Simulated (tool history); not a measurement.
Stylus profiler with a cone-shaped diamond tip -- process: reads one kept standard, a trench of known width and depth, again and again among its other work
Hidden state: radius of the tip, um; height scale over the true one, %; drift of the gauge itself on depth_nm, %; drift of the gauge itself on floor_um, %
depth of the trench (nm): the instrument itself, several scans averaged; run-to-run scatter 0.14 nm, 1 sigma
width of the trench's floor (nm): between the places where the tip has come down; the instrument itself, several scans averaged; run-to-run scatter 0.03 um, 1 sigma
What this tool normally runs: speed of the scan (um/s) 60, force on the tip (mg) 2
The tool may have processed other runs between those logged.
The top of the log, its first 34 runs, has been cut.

run   hour  speed of the scan (um/s)  force on the tip (mg)  scans with this tip  hours of work since the height scale was calibrated  depth of the trench (nm)  width of the trench's floor (nm)
 35    419                        76                      2                 2449                                                  362                    503.68                             96700
 36  429.1                        31                   2.56                 2480                                                  366                    504.52                             97030
 37    439                       213                   1.58                 2510                                                  371                    503.06                             95660
 38  453.4                       213                   1.58                 2554                                                  377                    503.15                             95690
 39  470.7                        36                   1.58                 2607                                                  385                    502.85                             96930
 40    483                        36                   1.58                 2644                                                  390                    502.95                             96950
 41  499.8                        77                   2.01                 2696                                                  398                    503.51                             96660
 42  509.7                        16                   1.22                 2726                                                  402                    502.47                             97130
 43    521                        16                   1.22                 2761                                                  408                    502.11                             96990
 44  530.9                        16                   1.22                 2791                                                  412                    502.31                             97030
 45  540.5                        29                      2                 2820                                                  416                    503.35                             96980
 46  552.7                        29                      2                 2858                                                  422                    503.53                             96980

Below are 5 alternative next runs, each starting from the tool's condition after run 46. Predict each:
  A  565.3                        26                   1.26                 2896                                                  428                         ?                                 ?
  B  565.3                        60                   2.91                 2896                                                  428                         ?                                 ?
  C  565.3                        23                   0.92                 2896                                                  428                         ?                                 ?
  D  565.3                        94                   3.57                 2896                                                  428                         ?                                 ?
  E  565.3                        52                   1.73                 2896                                                  428                         ?                                 ?

run  depth of the trench (nm)  width of the trench's floor (nm)
  A                    502.34                             97050
  B                    504.67                             96850
  C                    501.73                             97020
  D                    505.36                             96710
  E                    502.85                             96810
Without the tool's hidden state the same runs would have given:
run  depth of the trench (nm)  width of the trench's floor (nm)
  A                    503.01                             97220
  B                    505.33                             97020
  C                    502.39                             97190
  D                    506.03                             96880
  E                    503.51                             96980

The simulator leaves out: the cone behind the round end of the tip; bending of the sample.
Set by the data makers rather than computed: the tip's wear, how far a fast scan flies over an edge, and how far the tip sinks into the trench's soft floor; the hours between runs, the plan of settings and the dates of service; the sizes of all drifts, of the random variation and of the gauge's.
